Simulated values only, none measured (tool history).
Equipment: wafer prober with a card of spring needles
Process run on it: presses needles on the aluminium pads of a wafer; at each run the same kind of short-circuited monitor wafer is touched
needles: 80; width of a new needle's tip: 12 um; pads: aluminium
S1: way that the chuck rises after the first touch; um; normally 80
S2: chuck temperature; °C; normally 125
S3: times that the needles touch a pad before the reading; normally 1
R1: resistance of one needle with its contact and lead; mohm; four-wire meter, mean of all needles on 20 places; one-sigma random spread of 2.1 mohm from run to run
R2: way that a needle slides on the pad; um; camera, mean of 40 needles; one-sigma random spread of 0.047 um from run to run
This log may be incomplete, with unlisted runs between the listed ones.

Run 1, hour 0: usual settings. Result: R1 238 mohm, R2 13.22 um.
At hour 19.9: tips cleaned on abrasive film.
At hour 36.7: tips cleaned on abrasive film.
Run 2, hour 39.1: usual settings. Result: R1 243 mohm, R2 13.14 um.
At hour 55: tips cleaned on abrasive film.
At hour 75.9: tips cleaned on abrasive film.
Run 3, hour 89.2: usual settings. Result: R1 260 mohm, R2 13.11 um.
At hour 93.5: tips cleaned on abrasive film.
At hour 113.3: tips cleaned on abrasive film.
Run 4, hour 121.4: usual settings but S2 116 °C. Result: R1 254 mohm, R2 13.15 um.
At hour 132.3: tips cleaned on abrasive film.
At hour 150.5: tips cleaned on abrasive film.
Run 5, hour 154.1: usual settings but S2 116 °C. Result: R1 245 mohm, R2 13.03 um.
At hour 168.2: tips cleaned on abrasive film.
At hour 189.1: tips cleaned on abrasive film.
At hour 207.4: tips cleaned on abrasive film.
Run 6, hour 211.1: usual settings but S2 116 °C. Result: R1 244 mohm, R2 13.08 um.
At hour 226.1: tips cleaned on abrasive film.
At hour 244.4: tips cleaned on abrasive film.
At hour 261.6: tips cleaned on abrasive film.
Run 7, hour 261.6: usual settings but S2 116 °C. Result: R1 232 mohm, R2 13.05 um.
At hour 279.9: tips cleaned on abrasive film.
At hour 299.1: tips cleaned on abrasive film.
Run 8, hour 307.7: usual settings but S2 116 °C. Result: R1 254 mohm, R2 12.99 um.
At hour 316: tips cleaned on abrasive film.
At hour 335.3: tips cleaned on abrasive film.
Run 9, hour 335.7: usual settings but S2 116 °C. Result: R1 240 mohm, R2 13.07 um.
At hour 354.1: tips cleaned on abrasive film.
At hour 371.7: tips cleaned on abrasive film.
Run 10, hour 382.9: usual settings but S3 3. Result: R1 243 mohm, R2 12.97 um.
At hour 389.8: tips cleaned on abrasive film.
At hour 402.6: height of the first contact set anew.
At hour 411: tips cleaned on abrasive film.
Run 11, hour 423: usual settings but S3 3. Result: R1 243 mohm, R2 13.37 um.
At hour 429.8: tips cleaned on abrasive film.
At hour 447.7: tips cleaned on abrasive film.
Run 12, hour 454.2: usual settings but S2 32 °C, S3 2. Result: R1 227 mohm, R2 13.29 um.
At hour 465.8: tips cleaned on abrasive film.
At hour 483: tips cleaned on abrasive film.
Run 13, hour 498.6: usual settings but S1 85 um, S2 65 °C. Result: R1 247 mohm, R2 14.11 um.
At hour 502.9: tips cleaned on abrasive film.
At hour 520.8: tips cleaned on abrasive film.
At hour 539.4: tips cleaned on abrasive film.
At hour 559: tips cleaned on abrasive film.
Run 14, hour 562.4: usual settings but S1 85 um, S2 65 °C. Result: R1 236 mohm, R2 14.07 um.
At hour 579: tips cleaned on abrasive film.
At hour 596.5: tips cleaned on abrasive film.
Run 15, hour 599.2: usual settings but S1 75 um, S2 46 °C. Result: R1 232 mohm, R2 12.24 um.
At hour 614.9: tips cleaned on abrasive film.
At hour 634.1: tips cleaned on abrasive film.
Run 16, hour 637.9: usual settings but S2 49 °C, S3 3. Result: R1 226 mohm, R2 13.09 um.
At hour 654.7: tips cleaned on abrasive film.
At hour 675: tips cleaned on abrasive film.
At hour 694.9: tips cleaned on abrasive film.
Run 17, hour 699.8: usual settings but S1 68 um, S2 28 °C. Result: R1 237 mohm, R2 11.11 um.
At hour 713.1: tips cleaned on abrasive film.
At hour 732: tips cleaned on abrasive film.
Run 18, hour 732: usual settings but S1 73 um, S2 118 °C. Result: R1 233 mohm, R2 11.81 um.

Expected results for the next run?
At hour 750.5: tips cleaned on abrasive film.
Run 19, hour 765.5: usual settings but S1 90 um, S2 82 °C, S3 2. Result: R1 ?, R2 ?.

R1: 241 mohm
R2: 14.68 um
Take away the tool's hidden state, keep the run-to-run variation as it was, and the same run would have given R1 225 mohm, R2 14.92 um.
